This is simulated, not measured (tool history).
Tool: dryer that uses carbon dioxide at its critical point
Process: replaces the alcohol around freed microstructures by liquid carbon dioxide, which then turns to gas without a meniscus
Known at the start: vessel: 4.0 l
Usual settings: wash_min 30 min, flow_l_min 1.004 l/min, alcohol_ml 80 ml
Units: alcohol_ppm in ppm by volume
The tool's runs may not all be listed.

run	hour	wash_min	flow_l_min	alcohol_ml	alcohol_ppm
1	0	30	1.004	80	51
2	9.1	30	1.004	80	45
3	14.3	30	1.004	80	60
4	20.7	30	1.004	80	52
5	26.3	30	1.54	80	24
6	36.7	30	1.54	80	14
7	44.6	30	0.92	80	77
8	55.9	30	0.92	80	92
9	60.8	30	0.6	80	491
10	67.8	30	0.6	80	489
11	76.1	30	0.6	97	606
12	86.3	30	0.6	97	620
13	91.2	40	1.004	80	39
14	99	40	1.004	39	30
15	107.3	40	1.004	39	29
16	115.2	30	1.004	80	64
17	121.1	30	1.004	80	77
18	130.2	30	1.004	80	75
19	141.4	30	1.004	80	93
20	147.1	21	1.05	26	109
21	153.3	21	1.05	26	111
22	163.8	21	1.05	26	111
23	172.7	31	0.92	96	124
24	183.4	22	1.68	26	41
25	191.5	44	1.2	68	46
26	200.2	33	0.75	33	113
27	206.6	33	1.01	102	82
28	218.2	32	1.01	48	66
29	229.2	22	1.004	66	275
30	238	23	0.66	69	984
31	246	32	1.18	72	58
32	257.1	32	1.18	72	62
33	262.9	20	0.76	25	411
34	274.2	36	1.004	80	66
35	282.2	36	1.004	80	79
36	287.2	36	1.2	35	52
37	292.8	45	0.68	27	69

4 ways to go on from here, each from the tool as it stands after run 37. What would each give?
A	302.4	21	1.25	39	?
B	302.4	23	1.004	25	?
C	302.4	19	0.62	66	?
D	302.4	30	0.87	53	?

run	alcohol_ppm
A	127
B	138
C	1894
D	155
Without the tool's hidden state the same runs would have given:
run	alcohol_ppm
A	33
B	43
C	1196
D	44
